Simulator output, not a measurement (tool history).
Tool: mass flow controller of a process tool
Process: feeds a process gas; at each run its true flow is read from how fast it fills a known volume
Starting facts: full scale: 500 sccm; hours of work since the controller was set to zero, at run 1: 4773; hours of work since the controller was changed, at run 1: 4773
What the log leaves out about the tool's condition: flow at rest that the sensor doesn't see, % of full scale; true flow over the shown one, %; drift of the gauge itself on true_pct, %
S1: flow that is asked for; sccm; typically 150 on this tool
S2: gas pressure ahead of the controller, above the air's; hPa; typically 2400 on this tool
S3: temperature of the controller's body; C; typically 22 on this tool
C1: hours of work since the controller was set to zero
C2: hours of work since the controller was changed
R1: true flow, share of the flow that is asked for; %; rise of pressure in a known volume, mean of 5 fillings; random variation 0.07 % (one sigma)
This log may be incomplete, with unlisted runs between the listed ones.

Run 1, hour 0.0: usual settings; C1 4773; C2 4773. Result: R1 98.09 %.
Run 2, hour 204.7: usual settings; C1 4919; C2 4919. Result: R1 98.12 %.
Run 3, hour 441.7: usual settings; C1 5089; C2 5089. Result: R1 98.10 %.
Run 4, hour 567.7: usual settings; C1 5179; C2 5179. Result: R1 98.13 %.
Run 5, hour 708.7: usual settings but S1 151 sccm; C1 5280; C2 5280. Result: R1 98.26 %.
Run 6, hour 830.2: usual settings but S1 151 sccm; C1 5367; C2 5367. Result: R1 98.24 %.
Run 7, hour 958.6: usual settings but S3 38 C; C1 5459; C2 5459. Result: R1 97.41 %.
Run 8, hour 1149.2: usual settings but S3 38 C; C1 5596; C2 5596. Result: R1 97.56 %.
Run 9, hour 1336.1: usual settings but S3 38 C; C1 5730; C2 5730. Result: R1 97.51 %.
At hour 1588.8: controller's zero set anew.
Run 10, hour 1588.8: usual settings but S3 37 C; C1 0; C2 5910. Result: R1 97.78 %.
At hour 1660.5: controller exchanged for a calibrated one.
Run 11, hour 1723.4: usual settings but S3 37 C; C1 45; C2 45. Result: R1 97.89 %.
Run 12, hour 1891.5: usual settings but S3 37 C; C1 165; C2 165. Result: R1 97.94 %.
Run 13, hour 2082.6: usual settings but S2 2520 hPa, S3 24 C; C1 302; C2 302. Result: R1 98.66 %.
Run 14, hour 2287.6: usual settings but S1 295 sccm, S2 2470 hPa, S3 21 C; C1 449; C2 449. Result: R1 99.88 %.
Run 15, hour 2429.0: usual settings but S1 295 sccm, S2 1700 hPa, S3 21 C; C1 550; C2 550. Result: R1 99.58 %.
Run 16, hour 2662.5: usual settings but S1 287 sccm, S2 1630 hPa, S3 24 C; C1 718; C2 718. Result: R1 99.09 %.
Run 17, hour 2808.0: usual settings but S1 79 sccm, S2 2540 hPa, S3 32 C; C1 822; C2 822. Result: R1 97.91 %.
Run 18, hour 2968.7: usual settings but S1 76 sccm, S2 2450 hPa; C1 937; C2 937. Result: R1 98.47 %.
At hour 3116.7: gauge calibrated.
Run 19, hour 3165.5: usual settings but S1 76 sccm, S2 2450 hPa; C1 1078; C2 1078. Result: R1 97.46 %.
Run 20, hour 3374.2: usual settings but S1 76 sccm, S2 2450 hPa; C1 1228; C2 1228. Result: R1 97.63 %.

Predict the results of run 21:
Run 21, hour 3640.5: usual settings but S1 76 sccm, S2 2450 hPa; C1 1418; C2 1418. Result: R1 ?.

{"run 21": {"R1": 97.71}}
Take away the tool's hidden state, keep the run-to-run variation as it was, and the same run would have given R1 97.54 %.
